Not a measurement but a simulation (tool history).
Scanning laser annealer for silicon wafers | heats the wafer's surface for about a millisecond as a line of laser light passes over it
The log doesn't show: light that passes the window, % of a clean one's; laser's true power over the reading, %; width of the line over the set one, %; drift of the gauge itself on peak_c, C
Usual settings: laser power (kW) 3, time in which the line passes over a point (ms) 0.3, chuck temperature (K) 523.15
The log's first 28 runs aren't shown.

| run | day | laser power (kW) | time in which the line passes over a point (ms) | chuck temperature (K) | hours of work since the window was cleaned | hours of work since the power meter was calibrated | hours of work since the optics were aligned | highest temperature of the surface (K) |
|---|---|---|---|---|---|---|---|---|
| 29 | 30.333 | 3.129 | 0.213 | 504.15 | 364 | 1126 | 590 | 1172.15 |
| 30 | 31.075 | 3.178 | 0.371 | 494.15 | 376 | 1139 | 602 | 1365.15 |
| 31 | 32.183 | 3.178 | 0.371 | 494.15 | 394 | 1157 | 621 | 1366.15 |
| 32 | 33.612 | 2.948 | 0.359 | 539.15 | 418 | 1181 | 645 | 1327.15 |
| 33 | 34.862 | 2.602 | 0.345 | 555.15 | 439 | 1202 | 665 | 1235.15 |
| 34 | 35.946 | 2.602 | 0.345 | 555.15 | 457 | 1220 | 683 | 1229.15 |
| 35 | 37.088 | 2.743 | 0.345 | 528.15 | 476 | 1239 | 703 | 1239.15 |
| 36 | 38.446 | 2.682 | 0.261 | 509.15 | 499 | 1262 | 725 | 1119.15 |
|  | 39.617 | optics aligned, line set to its width |
| 37 | 39.712 | 3.087 | 0.227 | 562.15 | 516 | 1279 | 2 | 1249.15 |

Forecast each of these 5 alternatives for the next run:
| A | 40.667 | 3.016 | 0.272 | 488.15 | 532 | 1295 | 17 | ? |
| B | 40.667 | 2.818 | 0.337 | 519.15 | 532 | 1295 | 17 | ? |
| C | 40.667 | 3 | 0.25 | 496.15 | 532 | 1295 | 17 | ? |
| D | 40.667 | 3.087 | 0.227 | 484.15 | 532 | 1295 | 17 | ? |
| E | 40.667 | 3.087 | 0.227 | 529.15 | 532 | 1295 | 17 | ? |

| run | highest temperature of the surface (K) |
|---|---|
| A | 1215.15 |
| B | 1260.15 |
| C | 1191.15 |
| D | 1171.15 |
| E | 1217.15 |
Without the tool's hidden state the same runs would have given:
| run | highest temperature of the surface (K) |
|---|---|
| A | 1241.15 |
| B | 1288.15 |
| C | 1217.15 |
| D | 1196.15 |
| E | 1242.15 |
